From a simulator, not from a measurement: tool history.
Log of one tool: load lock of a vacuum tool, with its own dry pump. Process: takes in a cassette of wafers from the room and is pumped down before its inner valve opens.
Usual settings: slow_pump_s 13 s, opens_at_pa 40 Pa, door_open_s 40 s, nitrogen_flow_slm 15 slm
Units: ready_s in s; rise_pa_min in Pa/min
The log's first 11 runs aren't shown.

| run | hour | slow_pump_s | opens_at_pa | door_open_s | nitrogen_flow_slm | hours that the pump has run since its overhaul | times that the door has closed on its seal | incoming humidity of the room's air, % | ready_s | rise_pa_min |
|---|---|---|---|---|---|---|---|---|---|---|
| 12 | 1232.6 | 13 | 40 | 40 | 45 | 7083 | 21373 | 46.4 | 23.1 | 0.199 |
| 13 | 1321.2 | 13 | 40 | 40 | 45 | 7172 | 21485 | 47.8 | 23.0 | 0.194 |
| 14 | 1394.4 | 13 | 40 | 40 | 45 | 7245 | 21578 | 47.8 | 23.1 | 0.190 |
| 15 | 1487.6 | 13 | 40 | 40 | 45 | 7338 | 21695 | 44.5 | 22.9 | 0.198 |
| 16 | 1623.9 | 13 | 40 | 40 | 45 | 7474 | 21867 | 44.4 | 23.1 | 0.200 |
| 17 | 1732.9 | 13 | 40 | 40 | 45 | 7583 | 22004 | 46.1 | 23.5 | 0.201 |
| 18 | 1824.2 | 10 | 40 | 40 | 7 | 7675 | 22120 | 46.7 | 20.7 | 0.218 |
| 19 | 1905.9 | 10 | 40 | 40 | 7 | 7756 | 22223 | 46.9 | 21.0 | 0.220 |
| 20 | 2059.1 | 10 | 40 | 40 | 7 | 7910 | 22416 | 47.1 | 20.5 | 0.229 |
| 21 | 2225.8 | 17 | 36 | 40 | 11 | 8076 | 22626 | 45.4 | 26.5 | 0.224 |
| 22 | 2383.4 | 13 | 36 | 34 | 15 | 8234 | 22825 | 43.9 | 23.4 | 0.217 |
| 23 | 2526.4 | 13 | 56 | 40 | 8 | 8377 | 23005 | 45.1 | 22.4 | 0.236 |
| 24 | 2668.8 | 15 | 40 | 40 | 20 | 8519 | 23185 | 46.1 | 24.1 | 0.226 |
| 25 | 2814.9 | 26 | 40 | 40 | 20 | 8665 | 23369 | 44.7 | 33.1 | 0.228 |
| 26 | 2971.9 | 14 | 40 | 47 | 15 | 8822 | 23567 | 44.6 | 24.1 | 0.240 |
| 27 | 3142.2 | 13 | 76 | 40 | 15 | 8993 | 23782 | 46.4 | 22.1 | 0.240 |
| 28 | 3301.1 | 13 | 76 | 40 | 15 | 9152 | 23983 | 42.6 | 22.0 | 0.244 |
| 29 | 3413.5 | 13 | 76 | 40 | 15 | 9264 | 24124 | 49.1 | 22.3 | 0.248 |
| 30 | 3553.1 | 13 | 76 | 40 | 15 | 9404 | 24301 | 46.0 | 22.2 | 0.246 |
| 31 | 3677.7 | 13 | 59 | 40 | 15 | 9528 | 24458 | 43.6 | 22.8 | 0.243 |
| 32 | 3793.6 | 13 | 40 | 40 | 15 | 9644 | 24604 | 44.8 | 23.5 | 0.241 |
| 33 | 3872.1 | 13 | 40 | 40 | 15 | 9723 | 24703 | 43.4 | 23.3 | 0.246 |

4 ways to go on from here, each from the tool as it stands after run 33. What would each give?
| A | 3963.2 | 9 | 40 | 148 | 15 | 9814 | 24818 | 46.6 | ? | ? |
| B | 3963.2 | 9 | 28 | 40 | 14 | 9814 | 24818 | 41.3 | ? | ? |
| C | 3963.2 | 13 | 40 | 40 | 16 | 9814 | 24818 | 44.3 | ? | ? |
| D | 3963.2 | 13 | 74 | 31 | 15 | 9814 | 24818 | 46.7 | ? | ? |

| run | ready_s | rise_pa_min |
|---|---|---|
| A | 20.1 | 0.304 |
| B | 20.9 | 0.250 |
| C | 23.0 | 0.255 |
| D | 22.5 | 0.245 |
Without the tool's hidden state the same runs would have given:
| run | ready_s | rise_pa_min |
|---|---|---|
| A | 18.9 | 0.087 |
| B | 19.7 | 0.033 |
| C | 21.9 | 0.036 |
| D | 21.5 | 0.028 |
